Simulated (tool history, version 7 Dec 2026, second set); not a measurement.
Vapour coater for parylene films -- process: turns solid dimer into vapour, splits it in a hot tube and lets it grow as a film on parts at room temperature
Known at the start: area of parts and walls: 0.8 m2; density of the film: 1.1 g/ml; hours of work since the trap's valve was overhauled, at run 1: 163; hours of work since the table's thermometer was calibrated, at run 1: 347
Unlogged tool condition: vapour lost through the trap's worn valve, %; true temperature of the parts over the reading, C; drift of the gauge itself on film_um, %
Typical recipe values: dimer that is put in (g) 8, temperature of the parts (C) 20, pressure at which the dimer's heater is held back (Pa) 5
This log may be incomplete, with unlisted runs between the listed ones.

run    hour  dimer that is put in (g)  temperature of the parts (C)  pressure at which the dimer's heater is held back (Pa)  hours of work since the trap's valve was overhauled  hours of work since the table's thermometer was calibrated  thickness of the film (µm)
  1       0                         8                            20                                                       5                                                  163                                                         347                        4.92
  2    38.8                         8                            20                                                       5                                                  187                                                         371                        4.88
  3    99.3                         8                            16                                                       5                                                  224                                                         409                        5.78
  4   150.5                         8                            16                                                       5                                                  256                                                         441                        5.74
      164.9  -- trap's valve overhauled
  5   202.4                         5                            20                                                       5                                                   23                                                         471                        3.09
  6   275.9                         8                            20                                                       5                                                   69                                                         516                        4.91
  7   350.8                         8                            20                                                       5                                                  116                                                         563                         4.8
  8   393.7                         8                            20                                                       5                                                  142                                                         590                        4.99
  9   468.4                         8                            20                                                       5                                                  189                                                         636                         4.9
 10   526.7                         8                            20                                                       5                                                  225                                                         673                        4.92
      593.3  -- trap's valve overhauled
 11   613.6                         5                            20                                                       5                                                   13                                                         724                        3.05
 12   650.8                         5                            20                                                       5                                                   36                                                         747                        3.04
 13   729.6                         5                            20                                                       5                                                   85                                                         796                        3.03
      742.4  -- table's thermometer calibrated
 14   790.9                         5                            13                                                       5                                                  122                                                          30                        4.07
 15   826.5                         5                            13                                                       5                                                  145                                                          52                        4.09
 16   862.4                         8                            20                                                       5                                                  167                                                          75                        4.89
 17   915.7                         8                            20                                                       5                                                  200                                                         108                        4.86
 18   979.9                         8                            20                                                       5                                                  240                                                         148                        4.83
       1019  -- trap's valve overhauled
 19  1047.6                         8                            20                                                       5                                                   18                                                         188                        4.91
 20  1098.3                         8                            20                                                       5                                                   49                                                         219                        4.96
 21  1159.5                         8                            20                                                       5                                                   88                                                         257                        4.92
 22  1202.4                         3                            29                                                       5                                                  114                                                         284                        1.31
 23  1261.8                         9                            16                                                    8.66                                                  151                                                         321                         5.8
 24  1316.7                         9                            16                                                    8.66                                                  185                                                         355                         5.8
 25  1387.4                         4                            13                                                       5                                                  229                                                         399                        3.24
     1442.1  -- trap's valve overhauled
 26  1454.2                         6                            23                                                       5                                                    8                                                         438                        3.22
 27  1513.6                         6                            23                                                       5                                                   45                                                         475                        3.27
 28  1577.7                         6                            23                                                       5                                                   84                                                         515                        3.25
 29    1630                         8                            20                                                    5.42                                                  117                                                         548                        4.86
 30  1695.7                         8                            20                                                    5.42                                                  158                                                         589                        4.78
 31  1768.1                         8                            20                                                    5.42                                                  203                                                         634                        4.83
 32  1819.9                         8                            20                                                    5.42                                                  235                                                         666                        4.88
     1869.4  -- trap's valve overhauled
 33  1880.7                         3                            16                                                       5                                                    7                                                         701                        2.21
 34  1947.9                         5                            20                                                    4.52                                                   49                                                         743                        3.14
 35  2004.8                         5                            20                                                    4.52                                                   84                                                         779                        3.18
     2047.8  -- table's thermometer calibrated
 36  2081.1                         5                            20                                                    4.52                                                  131                                                          21                        3.18
 37  2144.8                         5                            13                                                   10.89                                                  171                                                          60                         3.4
 38  2218.7                         8                            14                                                       5                                                  217                                                         106                        6.39

How the hidden state differs across the entries between the runs, from the last listed run before each to the first after it:
In the gap between runs 4 and 5: trap's valve overhauled (hour 164.9)
  vapour lost through the trap's worn valve, %: 0.5 -> 0
In the gap between runs 10 and 11: trap's valve overhauled (hour 593.3)
  vapour lost through the trap's worn valve, %: 0.4 -> 0; true temperature of the parts over the reading, C: -0.07 -> -0.08
In the gap between runs 13 and 14: table's thermometer calibrated (hour 742.4)
  vapour lost through the trap's worn valve, %: 0.1 -> 0.2; true temperature of the parts over the reading, C: -0.08 -> 0
In the gap between runs 18 and 19: trap's valve overhauled (hour 1019)
  vapour lost through the trap's worn valve, %: 0.4 -> 0.1; true temperature of the parts over the reading, C: -0.01 -> -0.02
In the gap between runs 25 and 26: trap's valve overhauled (hour 1442.1)
  vapour lost through the trap's worn valve, %: 0.4 -> 0
In the gap between runs 32 and 33: trap's valve overhauled (hour 1869.4)
  vapour lost through the trap's worn valve, %: 0.4 -> 0; true temperature of the parts over the reading, C: -0.06 -> -0.07
In the gap between runs 35 and 36: table's thermometer calibrated (hour 2047.8)
  true temperature of the parts over the reading, C: -0.07 -> -0.02

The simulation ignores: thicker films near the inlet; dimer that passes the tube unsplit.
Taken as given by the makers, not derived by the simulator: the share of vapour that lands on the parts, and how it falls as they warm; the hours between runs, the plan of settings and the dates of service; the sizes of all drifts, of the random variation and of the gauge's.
